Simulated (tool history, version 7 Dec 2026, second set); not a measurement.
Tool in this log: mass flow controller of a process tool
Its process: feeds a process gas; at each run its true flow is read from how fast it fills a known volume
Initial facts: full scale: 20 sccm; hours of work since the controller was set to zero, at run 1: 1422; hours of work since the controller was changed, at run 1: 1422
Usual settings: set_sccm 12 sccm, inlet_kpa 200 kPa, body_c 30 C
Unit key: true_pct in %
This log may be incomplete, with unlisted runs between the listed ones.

run,hour,set_sccm,inlet_kpa,body_c,hours of work since the controller was set to zero,hours of work since the controller was changed,true_pct
1,0.0,12,200,30,1422,1422,98.36
2,54.1,4,200,30,1458,1458,97.02
3,122.1,12,200,30,1504,1504,98.38
4,174.2,3,200,30,1539,1539,97.02
5,257.3,3,200,38,1595,1595,96.50
6,348.7,3,200,38,1657,1657,96.66
7,443.9,3,200,38,1721,1721,96.91
8,541.0,3,200,38,1786,1786,96.86
9,632.0,12,200,30,1847,1847,99.18
10,682.0,12,200,30,1881,1881,99.20
11,779.8,4,200,30,1947,1947,98.03
12,852.0,12,200,30,1996,1996,99.36
13,944.4,12,181,30,2058,2058,99.29
14,1020.4,12,181,30,2109,2109,99.46
15,1100.3,5,181,30,2163,2163,98.33
16,1187.3,5,181,30,2221,2221,98.63
17,1276.9,5,181,30,2282,2282,98.44
18,1364.9,9,200,25,2341,2341,99.64
19,1410.9,5,262,21,2372,2372,99.80
20,1500.9,5,187,21,2433,2433,99.45
21,1569.2,14,200,30,2479,2479,100.52
22,1634.1,11,145,24,2522,2522,100.21
23,1696.6,5,213,25,2564,2564,99.56
# hour 1716.2: gauge calibrated
24,1745.6,12,190,26,2597,2597,98.66
25,1797.2,12,190,26,2632,2632,98.60
26,1843.1,17,190,22,2663,2663,99.88
27,1927.5,17,190,22,2720,2720,100.07
28,1980.2,12,256,24,2755,2755,99.45
29,2053.2,2,183,34,2805,2805,96.86
30,2131.9,8,183,21,2858,2858,98.64
31,2210.9,15,222,26,2911,2911,99.79
32,2280.4,7,261,39,2958,2958,97.94
33,2356.2,18,200,26,3009,3009,100.43

Per-run results on a tool with no hidden state, each run keeping its own random variation:
Hidden conditions of the tool in this case: flow at rest that the sensor doesn't see, % of full scale; true flow over the shown one, %; drift of the gauge itself on true_pct, %.
run,true_pct
1,98.36
2,96.94
3,98.23
4,96.80
5,96.18
6,96.24
7,96.37
8,96.21
9,98.41
10,98.37
11,97.08
12,98.32
13,98.14
14,98.22
15,97.01
16,97.20
17,96.91
18,97.98
19,98.09
20,97.63
21,98.62
22,98.23
23,97.51
24,98.61
25,98.49
26,99.72
27,99.81
28,99.12
29,96.42
30,98.13
31,99.18
32,97.26
33,99.64

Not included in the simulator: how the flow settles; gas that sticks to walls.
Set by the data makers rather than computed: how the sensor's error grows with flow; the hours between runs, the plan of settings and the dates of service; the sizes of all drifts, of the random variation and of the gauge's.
